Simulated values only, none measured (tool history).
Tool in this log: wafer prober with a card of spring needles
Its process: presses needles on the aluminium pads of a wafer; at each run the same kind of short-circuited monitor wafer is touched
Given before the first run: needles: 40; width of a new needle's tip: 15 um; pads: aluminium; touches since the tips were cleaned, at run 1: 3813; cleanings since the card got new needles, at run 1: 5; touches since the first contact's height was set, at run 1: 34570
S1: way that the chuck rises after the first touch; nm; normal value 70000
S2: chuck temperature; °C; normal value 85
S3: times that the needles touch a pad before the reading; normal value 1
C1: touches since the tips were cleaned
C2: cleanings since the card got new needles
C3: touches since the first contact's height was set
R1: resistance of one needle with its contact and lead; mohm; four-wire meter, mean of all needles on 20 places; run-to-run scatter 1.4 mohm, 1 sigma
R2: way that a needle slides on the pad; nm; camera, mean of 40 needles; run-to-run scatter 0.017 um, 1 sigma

run 1 hour=0.0 | S1=70000 S2=85 S3=1 | C1=3813 C2=5 C3=34570 | R1=123 R2=16610
-- hour=5.3 tips cleaned on abrasive film
run 2 hour=10.3 | S1=70000 S2=85 S3=1 | C1=2134 C2=6 C3=38953 | R1=128 R2=16570
-- hour=19.0 tips cleaned on abrasive film
run 3 hour=20.6 | S1=70000 S2=85 S3=1 | C1=706 C2=7 C3=43332 | R1=124 R2=16640
-- hour=32.3 tips cleaned on abrasive film
run 4 hour=33.8 | S1=70000 S2=85 S3=1 | C1=640 C2=8 C3=48955 | R1=126 R2=16590
-- hour=46.0 tips cleaned on abrasive film
run 5 hour=46.0 | S1=62000 S2=85 S3=1 | C1=0 C2=9 C3=54143 | R1=126 R2=14730
-- hour=59.9 tips cleaned on abrasive film
run 6 hour=60.1 | S1=70000 S2=120 S3=1 | C1=122 C2=10 C3=60164 | R1=130 R2=16630
-- hour=74.5 tips cleaned on abrasive film
run 7 hour=75.9 | S1=81000 S2=120 S3=1 | C1=611 C2=11 C3=66881 | R1=129 R2=19270
-- hour=88.6 tips cleaned on abrasive film
run 8 hour=89.3 | S1=81000 S2=120 S3=1 | C1=299 C2=12 C3=72579 | R1=128 R2=19260
run 9 hour=98.3 | S1=81000 S2=120 S3=1 | C1=4168 C2=12 C3=76448 | R1=129 R2=19250
-- hour=102.2 tips cleaned on abrasive film
run 10 hour=105.0 | S1=76000 S2=29 S3=2 | C1=1229 C2=13 C3=79301 | R1=115 R2=18100
run 11 hour=111.8 | S1=69000 S2=33 S3=1 | C1=4111 C2=13 C3=82183 | R1=118 R2=16440
-- hour=116.4 tips cleaned on abrasive film
run 12 hour=126.5 | S1=69000 S2=33 S3=1 | C1=4313 C2=14 C3=88450 | R1=119 R2=16460
-- hour=130.0 tips cleaned on abrasive film
run 13 hour=143.1 | S1=70000 S2=28 S3=1 | C1=5635 C2=15 C3=95559 | R1=116 R2=16680
-- hour=144.1 tips cleaned on abrasive film
run 14 hour=150.1 | S1=51000 S2=71 S3=1 | C1=2563 C2=16 C3=98505 | R1=128 R2=12160
-- hour=157.7 tips cleaned on abrasive film
run 15 hour=160.8 | S1=80000 S2=94 S3=2 | C1=1326 C2=17 C3=103038 | R1=127 R2=19070
-- hour=171.2 tips cleaned on abrasive film
run 16 hour=177.0 | S1=84000 S2=31 S3=1 | C1=2468 C2=18 C3=109957 | R1=115 R2=20050
-- hour=184.7 tips cleaned on abrasive film
run 17 hour=186.4 | S1=81000 S2=58 S3=1 | C1=739 C2=19 C3=113956 | R1=123 R2=19350

What if the next run were any one of these 5? Each begins from the tool's condition after run 17:
run A hour=194.6 | S1=70000 S2=118 S3=1 | C1=4258 C2=19 C3=117475 | R1=? R2=?
run B hour=194.6 | S1=54000 S2=76 S3=1 | C1=4258 C2=19 C3=117475 | R1=? R2=?
run C hour=194.6 | S1=81000 S2=32 S3=1 | C1=4258 C2=19 C3=117475 | R1=? R2=?
run D hour=194.6 | S1=68000 S2=108 S3=1 | C1=4258 C2=19 C3=117475 | R1=? R2=?
run E hour=194.6 | S1=70000 S2=47 S3=1 | C1=4258 C2=19 C3=117475 | R1=? R2=?

run=A R1=128 R2=16710
run=B R1=128 R2=12890
run=C R1=117 R2=19360
run=D R1=126 R2=16220
run=E R1=121 R2=16730
Take away the tool's hidden state, keep each run's random variation, and the runs would have read:
run=A R1=128 R2=16590
run=B R1=127 R2=12800
run=C R1=116 R2=19220
run=D R1=125 R2=16100
run=E R1=121 R2=16610

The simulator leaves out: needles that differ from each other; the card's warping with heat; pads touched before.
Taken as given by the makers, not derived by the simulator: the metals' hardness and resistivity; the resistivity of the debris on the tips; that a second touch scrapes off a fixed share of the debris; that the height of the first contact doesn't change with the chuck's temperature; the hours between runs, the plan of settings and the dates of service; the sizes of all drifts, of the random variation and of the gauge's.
